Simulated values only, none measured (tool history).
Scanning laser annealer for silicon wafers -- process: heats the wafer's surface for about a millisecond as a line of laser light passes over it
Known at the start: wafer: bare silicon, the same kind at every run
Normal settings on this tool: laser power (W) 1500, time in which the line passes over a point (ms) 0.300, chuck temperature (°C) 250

| run | hour | laser power (W) | time in which the line passes over a point (ms) | chuck temperature (°C) | highest temperature of the surface (°C) |
|---|---|---|---|---|---|
| 1 | 0.0 | 1500 | 0.300 | 250 | 1092 |
| 2 | 13.1 | 1500 | 0.300 | 250 | 1093 |
| 3 | 21.0 | 1355 | 0.300 | 250 | 1000 |
| 4 | 29.3 | 1355 | 0.300 | 250 | 1004 |
| 5 | 38.0 | 1355 | 0.300 | 239 | 990 |
| 6 | 51.2 | 1500 | 0.300 | 290 | 1136 |
| 7 | 61.9 | 1500 | 0.300 | 290 | 1132 |
| 8 | 67.9 | 1406 | 0.300 | 250 | 1034 |
| 9 | 79.7 | 1500 | 0.300 | 250 | 1092 |
| 10 | 93.3 | 1472 | 0.300 | 250 | 1076 |
| 11 | 102.9 | 1500 | 0.317 | 250 | 1118 |
| 12 | 113.5 | 1474 | 0.300 | 250 | 1076 |
| 13 | 121.0 | 1474 | 0.300 | 250 | 1076 |
| 14 | 133.0 | 1474 | 0.300 | 250 | 1075 |
| 15 | 141.1 | 1500 | 0.300 | 245 | 1089 |
| 16 | 150.1 | 1500 | 0.300 | 250 | 1095 |
| 17 | 160.8 | 1500 | 0.300 | 250 | 1090 |
| 18 | 167.7 | 1500 | 0.300 | 250 | 1090 |
| 19 | 178.4 | 1500 | 0.300 | 250 | 1096 |
| 20 | 186.6 | 1500 | 0.300 | 250 | 1093 |
| 21 | 199.6 | 1500 | 0.300 | 250 | 1093 |
| 22 | 209.7 | 1509 | 0.256 | 255 | 1030 |
| 23 | 221.3 | 1497 | 0.262 | 288 | 1072 |
| 24 | 229.4 | 1497 | 0.262 | 288 | 1070 |
| 25 | 240.1 | 1650 | 0.281 | 261 | 1169 |
| 26 | 245.7 | 1495 | 0.294 | 261 | 1092 |
| 27 | 256.2 | 1557 | 0.300 | 250 | 1132 |
| 28 | 262.5 | 1281 | 0.290 | 264 | 950 |
| 29 | 271.5 | 1343 | 0.369 | 281 | 1112 |
| 30 | 277.3 | 1343 | 0.369 | 281 | 1112 |
| 31 | 290.4 | 1324 | 0.380 | 267 | 1096 |
| 32 | 301.9 | 1500 | 0.300 | 254 | 1096 |
| 33 | 309.8 | 1500 | 0.300 | 254 | 1096 |
| 34 | 323.1 | 1405 | 0.300 | 258 | 1039 |
| 35 | 333.6 | 1452 | 0.347 | 265 | 1144 |
| 36 | 344.1 | 1597 | 0.246 | 265 | 1080 |
| 37 | 357.1 | 1597 | 0.246 | 265 | 1077 |
| 38 | 363.8 | 1597 | 0.246 | 265 | 1079 |
| 39 | 373.0 | 1427 | 0.229 | 289 | 977 |
| 40 | 383.4 | 1423 | 0.241 | 250 | 955 |
| 41 | 393.1 | 1419 | 0.315 | 272 | 1083 |

Branching from run 41: 3 alternative next runs. What would each branch give?
| A | 405.2 | 1500 | 0.377 | 224 | ? |
| B | 405.2 | 1402 | 0.255 | 221 | ? |
| C | 405.2 | 1378 | 0.234 | 217 | ? |

| run | highest temperature of the surface (°C) |
|---|---|
| A | 1183 |
| B | 932 |
| C | 885 |
Had the tool no hidden state, the same runs would have come out as:
| run | highest temperature of the surface (°C) |
|---|---|
| A | 1184 |
| B | 933 |
| C | 886 |

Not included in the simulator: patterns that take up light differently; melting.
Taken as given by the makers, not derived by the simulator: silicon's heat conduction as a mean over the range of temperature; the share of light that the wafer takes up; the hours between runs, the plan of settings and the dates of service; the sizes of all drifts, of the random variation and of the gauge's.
